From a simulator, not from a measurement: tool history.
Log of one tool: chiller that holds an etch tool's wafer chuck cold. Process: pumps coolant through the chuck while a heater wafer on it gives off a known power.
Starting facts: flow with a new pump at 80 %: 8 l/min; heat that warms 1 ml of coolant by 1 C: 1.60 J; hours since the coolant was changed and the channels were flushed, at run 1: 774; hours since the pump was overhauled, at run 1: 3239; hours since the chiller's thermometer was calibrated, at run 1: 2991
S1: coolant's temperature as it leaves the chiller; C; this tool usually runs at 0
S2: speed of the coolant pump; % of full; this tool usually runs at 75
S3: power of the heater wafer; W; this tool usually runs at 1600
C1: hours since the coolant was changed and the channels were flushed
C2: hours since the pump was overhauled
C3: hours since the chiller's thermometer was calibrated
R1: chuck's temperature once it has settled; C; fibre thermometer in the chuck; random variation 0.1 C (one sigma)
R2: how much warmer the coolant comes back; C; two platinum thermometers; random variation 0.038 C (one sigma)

run	day	S1	S2	S3	C1	C2	C3	R1	R2
1	0.000	0	75	1600	774	3239	2991	13.3	8.18
2	2.738	0	75	1600	840	3304	3056	13.2	8.18
3	6.488	0	70	1600	930	3394	3146	14.1	8.81
4	9.879	0	70	1600	1011	3476	3228	14.1	8.80
# day 12.812: chiller's thermometer calibrated
5	15.279	0	70	1600	1140	3604	59	14.0	8.82
6	17.983	0	75	1600	1205	3669	124	13.1	8.19
7	22.867	7	75	838	1322	3786	241	13.7	4.30
# day 24.421: chiller's thermometer calibrated, once more
8	28.192	4	87	916	1449	3913	91	11.0	3.96
9	33.975	0	91	1913	1587	4052	229	13.8	8.10
10	37.646	0	91	1913	1676	4140	317	13.8	8.14
11	41.100	2	70	1600	1758	4223	400	16.3	8.77
12	44.446	-8	88	1281	1839	4303	481	1.4	5.61

Branching from run 12: 5 alternative next runs. What would each branch give?
A	47.283	5	63	1600	1907	4371	549	?	?
B	47.283	-7	88	1281	1907	4371	549	?	?
C	47.283	-8	98	1058	1907	4371	549	?	?
D	47.283	4	97	1600	1907	4371	549	?	?
E	47.283	0	75	1600	1907	4371	549	?	?

run	R1	R2
A	21.0	9.78
B	2.7	5.67
C	-0.7	4.23
D	15.2	6.35
E	13.7	8.25
Had the tool no hidden state, the same runs would have come out as:
run	R1	R2
A	20.3	9.45
B	2.3	5.48
C	-1.0	4.09
D	14.7	6.13
E	13.1	7.97
